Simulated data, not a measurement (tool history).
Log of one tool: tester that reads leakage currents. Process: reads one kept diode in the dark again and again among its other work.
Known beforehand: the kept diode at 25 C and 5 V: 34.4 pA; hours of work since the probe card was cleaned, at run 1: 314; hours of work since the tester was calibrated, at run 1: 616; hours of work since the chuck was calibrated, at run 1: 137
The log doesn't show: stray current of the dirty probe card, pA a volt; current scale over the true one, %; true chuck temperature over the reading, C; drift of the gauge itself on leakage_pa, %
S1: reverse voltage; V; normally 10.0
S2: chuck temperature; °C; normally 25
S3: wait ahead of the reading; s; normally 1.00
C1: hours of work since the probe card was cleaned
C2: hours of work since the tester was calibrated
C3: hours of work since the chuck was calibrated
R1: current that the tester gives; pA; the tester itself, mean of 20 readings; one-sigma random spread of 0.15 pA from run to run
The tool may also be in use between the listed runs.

| run | hour | S1 | S2 | S3 | C1 | C2 | C3 | R1 |
|---|---|---|---|---|---|---|---|---|
| 1 | 0.0 | 10.0 | 25 | 1.00 | 314 | 616 | 137 | 53.17 |
| 2 | 43.5 | 10.0 | 25 | 1.00 | 346 | 647 | 169 | 53.84 |
| 3 | 96.9 | 1.0 | 25 | 1.00 | 385 | 686 | 208 | 19.56 |
| 4 | 124.0 | 13.0 | 25 | 1.00 | 405 | 706 | 227 | 63.49 |
| 5 | 170.8 | 13.0 | 25 | 1.00 | 439 | 740 | 262 | 64.43 |
| 6 | 225.4 | 13.0 | 25 | 1.00 | 479 | 780 | 301 | 65.86 |
| 7 | 264.4 | 6.0 | 25 | 1.00 | 507 | 809 | 330 | 44.70 |
| 8 | 310.1 | 10.0 | 25 | 1.00 | 541 | 842 | 363 | 58.97 |
| 9 | 360.0 | 10.0 | 38 | 1.00 | 577 | 878 | 400 | 149.00 |
| 10 | 406.0 | 10.0 | 38 | 1.00 | 611 | 912 | 433 | 151.57 |
| 11 | 439.3 | 10.0 | 25 | 1.00 | 635 | 936 | 458 | 61.10 |
| 12 | 473.3 | 10.0 | 25 | 1.00 | 660 | 961 | 483 | 61.58 |
| 13 | 509.3 | 10.0 | 28 | 1.00 | 686 | 988 | 509 | 75.55 |
| 14 | 540.2 | 10.0 | 28 | 1.00 | 709 | 1010 | 531 | 76.21 |
| 15 | 590.2 | 10.0 | 25 | 1.00 | 745 | 1047 | 568 | 63.83 |
| 16 | 621.9 | 10.0 | 25 | 1.00 | 769 | 1070 | 591 | 64.22 |
| 17 | 666.8 | 10.0 | 25 | 1.87 | 801 | 1103 | 624 | 64.81 |
| 18 | 690.2 | 10.0 | 25 | 1.87 | 818 | 1120 | 641 | 64.92 |
| 19 | 745.0 | 10.0 | 25 | 1.87 | 858 | 1160 | 681 | 65.88 |
| 20 | 799.8 | 10.0 | 32 | 1.00 | 899 | 1200 | 721 | 105.21 |
| 21 | 827.7 | 10.0 | 25 | 1.00 | 919 | 1220 | 741 | 67.82 |
| 22 | 853.4 | 10.7 | 32 | 1.14 | 938 | 1239 | 760 | 109.67 |
| 23 | 899.2 | 10.0 | 38 | 1.00 | 971 | 1272 | 794 | 160.79 |
| 24 | 923.2 | 10.0 | 38 | 1.00 | 989 | 1290 | 811 | 160.62 |
| 25 | 960.9 | 10.0 | 38 | 1.00 | 1016 | 1317 | 839 | 161.88 |
| 26 | 985.7 | 10.0 | 38 | 1.00 | 1034 | 1336 | 857 | 162.46 |
| 27 | 1039.1 | 10.0 | 38 | 1.00 | 1073 | 1375 | 896 | 164.65 |
| 28 | 1064.2 | 3.7 | 28 | 1.89 | 1092 | 1393 | 914 | 50.56 |
| 29 | 1096.1 | 3.7 | 28 | 1.89 | 1115 | 1416 | 937 | 50.63 |
|  | 1126.1 | probe card cleaned and baked |
| 30 | 1127.5 | 10.0 | 22 | 0.56 | 1 | 1437 | 958 | 36.76 |
| 31 | 1168.6 | 5.3 | 22 | 0.56 | 31 | 1467 | 988 | 28.97 |
| 32 | 1214.1 | 5.3 | 22 | 3.70 | 64 | 1500 | 1021 | 28.80 |
| 33 | 1257.0 | 5.3 | 22 | 3.70 | 96 | 1532 | 1053 | 29.26 |
| 34 | 1286.9 | 5.3 | 22 | 3.70 | 118 | 1553 | 1075 | 29.68 |
| 35 | 1331.6 | 3.4 | 25 | 1.00 | 150 | 1586 | 1107 | 32.23 |
| 36 | 1382.9 | 16.8 | 37 | 1.00 | 188 | 1624 | 1145 | 165.13 |
| 37 | 1434.0 | 1.5 | 33 | 3.71 | 225 | 1661 | 1182 | 45.68 |
| 38 | 1472.0 | 6.4 | 49 | 1.00 | 253 | 1689 | 1210 | 282.00 |
| 39 | 1518.6 | 10.0 | 26 | 1.00 | 287 | 1723 | 1244 | 58.51 |
| 40 | 1550.9 | 1.9 | 25 | 1.25 | 310 | 1746 | 1268 | 26.50 |
| 41 | 1593.0 | 10.0 | 23 | 2.05 | 341 | 1777 | 1298 | 47.93 |

How the hidden state differs across the entries between the runs, from the last listed run before each to the first after it:
Run 29 -> run 30: probe card cleaned and baked (hour 1126.1)
  stray current of the dirty probe card, pA a volt: 2.597 -> 0.027; current scale over the true one, %: -0.58 -> -0.59; true chuck temperature over the reading, C: 0.42 -> 0.43
  the result without the hidden state subtracted from the measured one, R1: +10.70 -> +1.21 pA
